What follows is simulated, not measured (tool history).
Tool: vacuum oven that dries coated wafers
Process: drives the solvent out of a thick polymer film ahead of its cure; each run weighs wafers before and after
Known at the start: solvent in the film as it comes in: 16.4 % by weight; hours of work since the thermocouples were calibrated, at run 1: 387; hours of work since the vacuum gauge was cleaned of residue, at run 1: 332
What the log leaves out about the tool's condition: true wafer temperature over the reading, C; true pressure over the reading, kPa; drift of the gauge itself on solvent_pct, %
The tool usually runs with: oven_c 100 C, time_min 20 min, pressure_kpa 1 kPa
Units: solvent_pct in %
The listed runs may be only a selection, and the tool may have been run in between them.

run,hour,oven_c,time_min,pressure_kpa,hours of work since the thermocouples were calibrated,hours of work since the vacuum gauge was cleaned of residue,solvent_pct
1,0,100,20,1,387,332,1.28
2,57.4,100,20,1,417,362,1.33
3,124.2,100,20,3.3,451,396,2.53
4,193.5,100,20,3.3,487,432,2.52
5,304,100,20,3.3,544,489,2.55
6,420.7,100,20,3.3,604,549,2.75
7,479.2,100,20,3.3,635,579,2.66
8,526.2,88,20,3.3,659,604,5.61
9,603.5,104,20,0.62,699,644,0.9
10,671.5,102,11,1,734,679,2.87
11,723.5,102,11,1,761,706,2.92
12,814.4,102,11,1,808,753,3.03
13,885.4,88,12,0.73,844,789,6.34
# hour 967.7: oven's thermocouples calibrated
14,983.3,112,19,0.96,8,839,0.6

Each row is a separate what-if for the run after 14, all from the same tool condition, not one after another. Results?
A,1045.2,93,17,1,40,871,?
B,1045.2,87,25,2.51,40,871,?
C,1045.2,91,20,1,40,871,?
D,1045.2,93,19,0.96,40,871,?
E,1045.2,87,19,0.92,40,871,?

run,solvent_pct
A,3.53
B,4.88
C,3.45
D,3.1
E,4.62
With no hidden state in the tool, these same runs would have given:
run,solvent_pct
A,3.11
B,4.36
C,3
D,2.68
E,4.14
